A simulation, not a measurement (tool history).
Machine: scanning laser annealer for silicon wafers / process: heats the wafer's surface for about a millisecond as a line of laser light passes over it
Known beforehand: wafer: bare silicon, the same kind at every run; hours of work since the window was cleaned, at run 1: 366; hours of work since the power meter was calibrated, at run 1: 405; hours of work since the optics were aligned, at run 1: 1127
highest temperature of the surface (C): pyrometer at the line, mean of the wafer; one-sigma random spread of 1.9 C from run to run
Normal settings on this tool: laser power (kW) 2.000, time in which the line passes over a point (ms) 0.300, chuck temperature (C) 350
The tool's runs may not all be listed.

run,hour,laser power (kW),time in which the line passes over a point (ms),chuck temperature (C),hours of work since the window was cleaned,hours of work since the power meter was calibrated,hours of work since the optics were aligned,highest temperature of the surface (C)
1,0.0,2.000,0.300,350,366,405,1127,1149
2,50.6,2.000,0.300,350,388,427,1149,1153
3,100.9,2.000,0.300,361,410,449,1171,1161
4,130.3,2.000,0.300,361,423,462,1183,1162
5,165.3,2.000,0.300,373,438,477,1199,1172
6,205.2,2.000,0.300,373,456,495,1216,1175
7,271.1,2.000,0.300,373,484,523,1245,1170
8,313.7,1.818,0.300,350,503,542,1264,1075
9,363.0,1.818,0.300,350,524,564,1285,1074
10,390.8,1.863,0.300,378,537,576,1297,1119
11,446.3,1.863,0.300,369,561,600,1321,1112
12,473.3,2.000,0.276,350,573,612,1333,1117
# hour 504.1: optics aligned, line set to its width
# hour 525.8: window over the wafer cleaned
13,536.0,2.000,0.276,350,4,636,13,1119
14,592.2,2.186,0.290,315,29,660,38,1179
15,628.3,1.997,0.316,345,45,676,53,1167
16,672.0,2.066,0.268,381,64,695,72,1167
17,732.6,2.066,0.360,381,90,722,99,1293

Consider 5 possible next runs. They are alternatives, not a sequence: every one starts from the tool as it was left by run 17. What does each give?
A,762.4,2.066,0.276,327,103,735,112,?
B,762.4,1.778,0.343,350,103,735,112,?
C,762.4,2.170,0.320,352,103,735,112,?
D,762.4,2.000,0.371,350,103,735,112,?
E,762.4,2.084,0.262,369,103,735,112,?

run,highest temperature of the surface (C)
A,1122
B,1109
C,1257
D,1245
E,1148
What these runs would have given with no unlogged condition in the tool:
run,highest temperature of the surface (C)
A,1122
B,1109
C,1257
D,1245
E,1148
